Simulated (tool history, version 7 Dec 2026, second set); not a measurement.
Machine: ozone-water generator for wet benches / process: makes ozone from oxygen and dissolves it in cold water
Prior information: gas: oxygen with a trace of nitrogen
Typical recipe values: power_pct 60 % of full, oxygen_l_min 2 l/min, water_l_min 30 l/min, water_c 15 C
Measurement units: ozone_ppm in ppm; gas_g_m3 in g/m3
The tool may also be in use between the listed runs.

run 1 hour=0 | power_pct=60 oxygen_l_min=2 water_l_min=30 water_c=15 | ozone_ppm=8 gas_g_m3=171.6
run 2 hour=20.1 | power_pct=60 oxygen_l_min=2 water_l_min=30 water_c=15 | ozone_ppm=7.6 gas_g_m3=172.7
run 3 hour=38.4 | power_pct=60 oxygen_l_min=2 water_l_min=30 water_c=15 | ozone_ppm=7.8 gas_g_m3=170.8
run 4 hour=60.9 | power_pct=60 oxygen_l_min=2 water_l_min=30 water_c=15 | ozone_ppm=8 gas_g_m3=172.9
run 5 hour=78.7 | power_pct=60 oxygen_l_min=1.32 water_l_min=30 water_c=15 | ozone_ppm=7.2 gas_g_m3=228.5
run 6 hour=105.5 | power_pct=60 oxygen_l_min=1.32 water_l_min=30 water_c=15 | ozone_ppm=7.1 gas_g_m3=227.5
run 7 hour=147.8 | power_pct=60 oxygen_l_min=2 water_l_min=47 water_c=15 | ozone_ppm=4.7 gas_g_m3=172.7
run 8 hour=191.1 | power_pct=60 oxygen_l_min=2 water_l_min=30 water_c=15 | ozone_ppm=7.9 gas_g_m3=170.9
run 9 hour=221 | power_pct=60 oxygen_l_min=2 water_l_min=30 water_c=15 | ozone_ppm=7.9 gas_g_m3=172.5
run 10 hour=248.3 | power_pct=60 oxygen_l_min=2 water_l_min=30 water_c=15 | ozone_ppm=7.7 gas_g_m3=173.4
run 11 hour=267.1 | power_pct=60 oxygen_l_min=2 water_l_min=30 water_c=15 | ozone_ppm=8.1 gas_g_m3=173.4
run 12 hour=292.7 | power_pct=62 oxygen_l_min=2 water_l_min=30 water_c=15 | ozone_ppm=8.1 gas_g_m3=175.7
run 13 hour=331 | power_pct=60 oxygen_l_min=2 water_l_min=30 water_c=15 | ozone_ppm=7.7 gas_g_m3=171.7
run 14 hour=370.8 | power_pct=60 oxygen_l_min=1.77 water_l_min=30 water_c=15 | ozone_ppm=7.7 gas_g_m3=185.8
run 15 hour=410.7 | power_pct=60 oxygen_l_min=2.7 water_l_min=30 water_c=15 | ozone_ppm=8.2 gas_g_m3=139.3
run 16 hour=429 | power_pct=60 oxygen_l_min=1.74 water_l_min=30 water_c=15 | ozone_ppm=7.8 gas_g_m3=188.4
run 17 hour=465.4 | power_pct=60 oxygen_l_min=1.74 water_l_min=30 water_c=15 | ozone_ppm=7.6 gas_g_m3=188.3
run 18 hour=494.1 | power_pct=60 oxygen_l_min=1.74 water_l_min=30 water_c=15 | ozone_ppm=7.7 gas_g_m3=187
run 19 hour=513.7 | power_pct=75 oxygen_l_min=1.06 water_l_min=46 water_c=10 | ozone_ppm=4.7 gas_g_m3=309.2
run 20 hour=554.5 | power_pct=60 oxygen_l_min=2 water_l_min=45 water_c=15 | ozone_ppm=4.9 gas_g_m3=170.2
run 21 hour=593.9 | power_pct=60 oxygen_l_min=2 water_l_min=45 water_c=15 | ozone_ppm=4.9 gas_g_m3=169.8
run 22 hour=620 | power_pct=60 oxygen_l_min=2 water_l_min=45 water_c=15 | ozone_ppm=4.9 gas_g_m3=170.1

What does the tool deliver on the next run?
run 23 hour=650.4 | power_pct=63 oxygen_l_min=1.32 water_l_min=40 water_c=9 | ozone_ppm=? gas_g_m3=?

{"run 23": {"ozone_ppm": 5.3, "gas_g_m3": 234}}
With the hidden condition absent and the run-to-run variation left alone, this run would have shown ozone_ppm 5.5 ppm, gas_g_m3 238.7 g/m3.

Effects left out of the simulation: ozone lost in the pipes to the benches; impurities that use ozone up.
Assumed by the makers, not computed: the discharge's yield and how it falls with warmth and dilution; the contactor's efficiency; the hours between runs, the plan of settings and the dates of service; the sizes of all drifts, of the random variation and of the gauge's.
